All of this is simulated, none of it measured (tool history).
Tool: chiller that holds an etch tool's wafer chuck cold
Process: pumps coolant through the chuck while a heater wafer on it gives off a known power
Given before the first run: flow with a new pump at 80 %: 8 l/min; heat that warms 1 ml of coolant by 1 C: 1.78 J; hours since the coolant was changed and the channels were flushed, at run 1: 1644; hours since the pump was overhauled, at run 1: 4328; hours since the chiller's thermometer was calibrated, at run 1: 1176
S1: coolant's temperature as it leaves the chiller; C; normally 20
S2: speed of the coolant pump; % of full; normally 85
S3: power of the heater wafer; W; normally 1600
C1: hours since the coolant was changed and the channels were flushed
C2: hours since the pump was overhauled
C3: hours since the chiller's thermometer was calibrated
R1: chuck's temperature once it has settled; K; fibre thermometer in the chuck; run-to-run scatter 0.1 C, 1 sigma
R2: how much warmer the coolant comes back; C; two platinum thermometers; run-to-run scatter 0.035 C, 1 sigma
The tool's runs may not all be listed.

run 1 hour=0 | S1=20 S2=85 S3=1600 | C1=1644 C2=4328 C3=1176 | R1=308.55 R2=7.07
run 2 hour=128.3 | S1=20 S2=85 S3=2325 | C1=1773 C2=4457 C3=1305 | R1=315.95 R2=10.33
run 3 hour=231 | S1=20 S2=85 S3=2325 | C1=1875 C2=4560 C3=1407 | R1=316.15 R2=10.34
run 4 hour=294.9 | S1=20 S2=85 S3=2325 | C1=1939 C2=4623 C3=1471 | R1=316.05 R2=10.38
run 5 hour=387.6 | S1=20 S2=85 S3=2325 | C1=2032 C2=4716 C3=1564 | R1=316.15 R2=10.43
run 6 hour=478.7 | S1=20 S2=71 S3=2325 | C1=2123 C2=4807 C3=1655 | R1=319.95 R2=12.84
run 7 hour=608.6 | S1=20 S2=71 S3=2325 | C1=2253 C2=4937 C3=1785 | R1=319.95 R2=12.84
run 8 hour=689.6 | S1=20 S2=71 S3=2325 | C1=2334 C2=5018 C3=1866 | R1=320.05 R2=12.84
run 9 hour=747.5 | S1=20 S2=71 S3=2325 | C1=2392 C2=5076 C3=1924 | R1=320.15 R2=12.85
run 10 hour=805.3 | S1=20 S2=71 S3=2325 | C1=2450 C2=5134 C3=1982 | R1=320.05 R2=12.87
run 11 hour=866 | S1=20 S2=71 S3=2325 | C1=2510 C2=5195 C3=2042 | R1=320.15 R2=12.9
run 12 hour=956.7 | S1=20 S2=85 S3=932 | C1=2601 C2=5285 C3=2133 | R1=302.45 R2=4.27
run 13 hour=1029.1 | S1=20 S2=85 S3=932 | C1=2673 C2=5358 C3=2205 | R1=302.25 R2=4.26
run 14 hour=1163.4 | S1=20 S2=85 S3=932 | C1=2808 C2=5492 C3=2340 | R1=302.25 R2=4.2
-- hour=1229.6 coolant pump overhauled
run 15 hour=1250 | S1=20 S2=85 S3=932 | C1=2889 C2=20 C3=2421 | R1=301.25 R2=3.64
-- hour=1260.2 chiller's thermometer calibrated
run 16 hour=1375.7 | S1=20 S2=85 S3=932 | C1=3014 C2=145 C3=115 | R1=300.95 R2=3.69
run 17 hour=1490.1 | S1=20 S2=85 S3=932 | C1=3128 C2=260 C3=230 | R1=301.15 R2=3.64
-- hour=1546 chiller's thermometer calibrated, once more
run 18 hour=1585.9 | S1=20 S2=85 S3=932 | C1=3223 C2=354 C3=40 | R1=302.15 R2=3.68
run 19 hour=1647.1 | S1=20 S2=73 S3=1172 | C1=3284 C2=415 C3=101 | R1=305.75 R2=5.48
run 20 hour=1745.9 | S1=25 S2=85 S3=1600 | C1=3383 C2=514 C3=200 | R1=313.35 R2=6.27
run 21 hour=1802.7 | S1=25 S2=85 S3=1600 | C1=3440 C2=571 C3=257 | R1=313.35 R2=6.37
run 22 hour=1875.6 | S1=20 S2=75 S3=1051 | C1=3513 C2=644 C3=330 | R1=304.15 R2=4.82
run 23 hour=1994.3 | S1=20 S2=85 S3=820 | C1=3632 C2=763 C3=448 | R1=300.85 R2=3.2
run 24 hour=2107.5 | S1=14 S2=84 S3=883 | C1=3745 C2=876 C3=561 | R1=295.55 R2=3.57
run 25 hour=2199 | S1=25 S2=97 S3=1358 | C1=3836 C2=967 C3=653 | R1=309.75 R2=4.74
run 26 hour=2304.6 | S1=20 S2=92 S3=1600 | C1=3942 C2=1073 C3=759 | R1=307.35 R2=5.89
-- hour=2413.4 coolant changed, channels flushed
run 27 hour=2420.7 | S1=20 S2=92 S3=1600 | C1=7 C2=1183 C3=869 | R1=306.65 R2=5.89
run 28 hour=2475 | S1=16 S2=75 S3=1600 | C1=62 C2=1237 C3=923 | R1=305.05 R2=7.52
run 29 hour=2574.6 | S1=25 S2=85 S3=1600 | C1=161 C2=1337 C3=1023 | R1=312.55 R2=6.5
run 30 hour=2662.8 | S1=20 S2=85 S3=992 | C1=249 C2=1425 C3=1111 | R1=302.15 R2=4.06
run 31 hour=2720.2 | S1=29 S2=78 S3=1113 | C1=307 C2=1483 C3=1168 | R1=312.85 R2=4.95

Predict each of these 3 candidate next runs independently; none follows another, all start after run 31:
run A hour=2811.7 | S1=13 S2=86 S3=1113 | C1=398 C2=1574 C3=1260 | R1=? R2=?
run B hour=2811.7 | S1=20 S2=68 S3=1600 | C1=398 C2=1574 C3=1260 | R1=? R2=?
run C hour=2811.7 | S1=29 S2=78 S3=1019 | C1=398 C2=1574 C3=1260 | R1=? R2=?

run=A R1=295.85 R2=4.5
run=B R1=310.75 R2=8.39
run=C R1=311.95 R2=4.54
With no hidden state in the tool, these same runs would have given:
run=A R1=295.75 R2=4.34
run=B R1=310.35 R2=8.09
run=C R1=311.85 R2=4.38

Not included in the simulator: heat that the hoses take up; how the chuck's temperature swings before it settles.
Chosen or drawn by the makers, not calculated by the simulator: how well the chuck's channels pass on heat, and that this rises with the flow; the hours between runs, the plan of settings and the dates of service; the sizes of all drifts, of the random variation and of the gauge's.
